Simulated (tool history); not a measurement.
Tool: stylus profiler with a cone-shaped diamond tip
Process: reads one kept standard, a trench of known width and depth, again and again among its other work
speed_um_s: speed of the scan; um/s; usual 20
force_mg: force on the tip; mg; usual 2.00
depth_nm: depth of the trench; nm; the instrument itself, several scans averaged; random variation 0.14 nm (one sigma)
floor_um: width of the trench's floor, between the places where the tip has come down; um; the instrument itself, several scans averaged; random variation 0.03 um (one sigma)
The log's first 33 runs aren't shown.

Run 34, day 94.679: usual settings but speed_um_s 26 um/s, force_mg 5.45 mg. Result: depth_nm 511.64 nm, floor_um 45.20 um.
Run 35, day 96.904: usual settings but speed_um_s 26 um/s, force_mg 5.45 mg. Result: depth_nm 511.55 nm, floor_um 45.27 um.
Run 36, day 99.417: usual settings but speed_um_s 35 um/s, force_mg 1.06 mg. Result: depth_nm 502.83 nm, floor_um 45.05 um.
Run 37, day 101.467: usual settings but force_mg 3.00 mg. Result: depth_nm 507.47 nm, floor_um 45.20 um.
Run 38, day 103.333: usual settings but speed_um_s 30 um/s. Result: depth_nm 504.91 nm, floor_um 45.07 um.
Run 39, day 105.529: usual settings but speed_um_s 30 um/s. Result: depth_nm 505.21 nm, floor_um 45.14 um.
Run 40, day 108.612: usual settings but speed_um_s 25 um/s, force_mg 1.45 mg. Result: depth_nm 503.75 nm, floor_um 45.11 um.
Run 41, day 112.088: usual settings but speed_um_s 6 um/s, force_mg 1.60 mg. Result: depth_nm 504.14 nm, floor_um 45.21 um.
Run 42, day 114.871: usual settings but speed_um_s 27 um/s, force_mg 3.31 mg. Result: depth_nm 507.46 nm, floor_um 45.09 um.

Forecast each of these 3 alternatives for the next run:
Run A, day 117.725: usual settings but speed_um_s 39 um/s, force_mg 2.85 mg. Result: depth_nm ?, floor_um ?.
Run B, day 117.725: usual settings but speed_um_s 28 um/s, force_mg 3.09 mg. Result: depth_nm ?, floor_um ?.
Run C, day 117.725: usual settings but speed_um_s 31 um/s. Result: depth_nm ?, floor_um ?.

run  depth_nm  floor_um
  A    506.84     45.06
  B    506.81     45.03
  C    504.74     44.99
Without the tool's hidden state the same runs would have given:
run  depth_nm  floor_um
  A    508.44     45.53
  B    508.41     45.49
  C    506.33     45.46

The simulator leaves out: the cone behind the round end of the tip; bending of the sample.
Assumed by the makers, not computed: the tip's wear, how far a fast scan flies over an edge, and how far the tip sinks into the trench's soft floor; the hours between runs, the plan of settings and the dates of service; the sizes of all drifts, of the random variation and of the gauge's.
